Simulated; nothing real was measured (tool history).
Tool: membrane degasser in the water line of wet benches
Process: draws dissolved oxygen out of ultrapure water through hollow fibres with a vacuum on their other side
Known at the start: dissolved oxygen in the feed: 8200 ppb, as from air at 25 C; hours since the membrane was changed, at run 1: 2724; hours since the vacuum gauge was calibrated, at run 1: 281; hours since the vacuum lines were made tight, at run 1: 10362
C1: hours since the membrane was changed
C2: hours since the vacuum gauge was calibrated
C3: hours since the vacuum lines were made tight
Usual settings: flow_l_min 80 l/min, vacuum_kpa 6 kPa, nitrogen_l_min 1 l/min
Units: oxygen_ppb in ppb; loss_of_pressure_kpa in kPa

Run 1, hour 0: usual settings; C1 2724; C2 281; C3 10362. Result: oxygen_ppb 363.1 ppb, loss_of_pressure_kpa 38.6 kPa.
Run 2, hour 58.2: usual settings; C1 2782; C2 339; C3 10421. Result: oxygen_ppb 363.8 ppb, loss_of_pressure_kpa 38.77 kPa.
Run 3, hour 116: usual settings; C1 2840; C2 397; C3 10478. Result: oxygen_ppb 364.1 ppb, loss_of_pressure_kpa 38.98 kPa.
Run 4, hour 166.8: usual settings; C1 2891; C2 448; C3 10529. Result: oxygen_ppb 368 ppb, loss_of_pressure_kpa 39.14 kPa.
Run 5, hour 233.9: usual settings; C1 2958; C2 515; C3 10596. Result: oxygen_ppb 368.5 ppb, loss_of_pressure_kpa 38.94 kPa.
Run 6, hour 276.9: usual settings but flow_l_min 116 l/min; C1 3001; C2 558; C3 10639. Result: oxygen_ppb 470.5 ppb, loss_of_pressure_kpa 56.27 kPa.
Run 7, hour 314.4: usual settings but vacuum_kpa 6.95 kPa; C1 3038; C2 595; C3 10677. Result: oxygen_ppb 485.3 ppb, loss_of_pressure_kpa 38.84 kPa.
Run 8, hour 355.2: usual settings but vacuum_kpa 6.95 kPa; C1 3079; C2 636; C3 10718. Result: oxygen_ppb 480.6 ppb, loss_of_pressure_kpa 38.86 kPa.
Run 9, hour 409.5: usual settings but vacuum_kpa 6.95 kPa, nitrogen_l_min 2.03 l/min; C1 3133; C2 690; C3 10772. Result: oxygen_ppb 292.1 ppb, loss_of_pressure_kpa 38.9 kPa.
Run 10, hour 479.4: usual settings but flow_l_min 77 l/min; C1 3203; C2 760; C3 10842. Result: oxygen_ppb 356.9 ppb, loss_of_pressure_kpa 37.31 kPa.
Run 11, hour 546.8: usual settings but flow_l_min 123 l/min; C1 3271; C2 828; C3 10909. Result: oxygen_ppb 489.4 ppb, loss_of_pressure_kpa 59.88 kPa.
Run 12, hour 597.2: usual settings; C1 3321; C2 878; C3 10960. Result: oxygen_ppb 369.3 ppb, loss_of_pressure_kpa 38.91 kPa.
Run 13, hour 658: usual settings; C1 3382; C2 939; C3 11020. Result: oxygen_ppb 370.9 ppb, loss_of_pressure_kpa 38.43 kPa.
Run 14, hour 711: usual settings; C1 3435; C2 992; C3 11073. Result: oxygen_ppb 367 ppb, loss_of_pressure_kpa 39.16 kPa.
Run 15, hour 774.7: usual settings; C1 3499; C2 1056; C3 11137. Result: oxygen_ppb 368.3 ppb, loss_of_pressure_kpa 39.18 kPa.
Run 16, hour 847.4: usual settings; C1 3571; C2 1128; C3 11210. Result: oxygen_ppb 373.3 ppb, loss_of_pressure_kpa 38.93 kPa.
Run 17, hour 883.2: usual settings; C1 3607; C2 1164; C3 11246. Result: oxygen_ppb 363 ppb, loss_of_pressure_kpa 39.19 kPa.
Run 18, hour 926: usual settings but flow_l_min 64 l/min, vacuum_kpa 6.56 kPa, nitrogen_l_min 1.26 l/min; C1 3650; C2 1207; C3 11288. Result: oxygen_ppb 323.8 ppb, loss_of_pressure_kpa 31.2 kPa.
Run 19, hour 972.1: usual settings but flow_l_min 64 l/min, vacuum_kpa 6.56 kPa, nitrogen_l_min 1.26 l/min; C1 3696; C2 1253; C3 11334. Result: oxygen_ppb 323.6 ppb, loss_of_pressure_kpa 30.97 kPa.
Run 20, hour 1012.1: usual settings but flow_l_min 113 l/min, vacuum_kpa 6.88 kPa, nitrogen_l_min 1.89 l/min; C1 3736; C2 1293; C3 11375. Result: oxygen_ppb 400.7 ppb, loss_of_pressure_kpa 55.16 kPa.
Run 21, hour 1046.2: usual settings but flow_l_min 113 l/min; C1 3770; C2 1327; C3 11409. Result: oxygen_ppb 465.4 ppb, loss_of_pressure_kpa 55.15 kPa.
Run 22, hour 1103.7: usual settings but flow_l_min 113 l/min; C1 3827; C2 1385; C3 11466. Result: oxygen_ppb 467.4 ppb, loss_of_pressure_kpa 55.23 kPa.
Run 23, hour 1155.2: usual settings but vacuum_kpa 11.27 kPa, nitrogen_l_min 2.44 l/min; C1 3879; C2 1436; C3 11518. Result: oxygen_ppb 539.2 ppb, loss_of_pressure_kpa 39.24 kPa.
Run 24, hour 1215.2: usual settings but vacuum_kpa 6.8 kPa, nitrogen_l_min 1.29 l/min; C1 3939; C2 1496; C3 11578. Result: oxygen_ppb 392.8 ppb, loss_of_pressure_kpa 38.95 kPa.
Run 25, hour 1250: usual settings but flow_l_min 108 l/min, nitrogen_l_min 1.66 l/min; C1 3974; C2 1531; C3 11612. Result: oxygen_ppb 334.1 ppb, loss_of_pressure_kpa 52.6 kPa.
Run 26, hour 1293.2: usual settings but flow_l_min 108 l/min, nitrogen_l_min 1.66 l/min; C1 4017; C2 1574; C3 11656. Result: oxygen_ppb 336.8 ppb, loss_of_pressure_kpa 52.99 kPa.
Run 27, hour 1363.3: usual settings but flow_l_min 97 l/min, vacuum_kpa 7.18 kPa, nitrogen_l_min 2.97 l/min; C1 4087; C2 1644; C3 11726. Result: oxygen_ppb 273.6 ppb, loss_of_pressure_kpa 47.18 kPa.
Run 28, hour 1424.4: usual settings but flow_l_min 97 l/min, vacuum_kpa 7.18 kPa, nitrogen_l_min 2.97 l/min; C1 4148; C2 1705; C3 11787. Result: oxygen_ppb 276.5 ppb, loss_of_pressure_kpa 47.68 kPa.
Run 29, hour 1461.4: usual settings but flow_l_min 79 l/min, vacuum_kpa 11.92 kPa, nitrogen_l_min 2.96 l/min; C1 4185; C2 1742; C3 11824. Result: oxygen_ppb 486.8 ppb, loss_of_pressure_kpa 38.95 kPa.
Run 30, hour 1511.7: usual settings but flow_l_min 95 l/min, vacuum_kpa 4.31 kPa; C1 4235; C2 1793; C3 11874. Result: oxygen_ppb 181.7 ppb, loss_of_pressure_kpa 46.18 kPa.
Run 31, hour 1565.2: usual settings but flow_l_min 95 l/min, vacuum_kpa 4.31 kPa; C1 4289; C2 1846; C3 11928. Result: oxygen_ppb 180.2 ppb, loss_of_pressure_kpa 46.38 kPa.
Run 32, hour 1636.7: usual settings but flow_l_min 89 l/min, vacuum_kpa 8 kPa, nitrogen_l_min 2.67 l/min; C1 4360; C2 1918; C3 11999. Result: oxygen_ppb 335.6 ppb, loss_of_pressure_kpa 43.77 kPa.

The same runs without the tool's hidden state, with the same run-to-run variation:
The hidden state here: membrane still open, %; true pressure behind the membrane over the reading, kPa; air that leaks in behind the membrane, l/min; drift of the gauge itself on oxygen_ppb, %; drift of the gauge itself on loss_of_pressure_kpa, %.
run  oxygen_ppb  loss_of_pressure_kpa
  1       363.9                 37.89
  2       364.3                 38.05
  3       364.3                 38.24
  4       367.9                 38.39
  5       367.9                 38.17
  6       468.9                 55.14
  7       484.9                 38.05
  8       480.1                 38.06
  9       289.2                 38.09
 10       354.8                 36.51
 11       485.4                 58.58
 12       366.4                 38.05
 13       367.6                 37.56
 14       363.5                 38.27
 15       364.4                 38.27
 16       368.9                 38.01
 17       358.5                 38.26
 18       319.2                 30.44
 19       318.8                  30.2
 20       393.9                  53.8
 21         458                 53.77
 22       459.4                 53.84
 23         533                 38.24
 24       386.5                 37.93
 25       325.7                 51.22
 26         328                  51.6
 27       266.9                 45.91
 28       269.5                 46.39
 29       479.8                 37.88
 30       169.8                 44.89
 31         168                 45.07
 32         328                 42.52
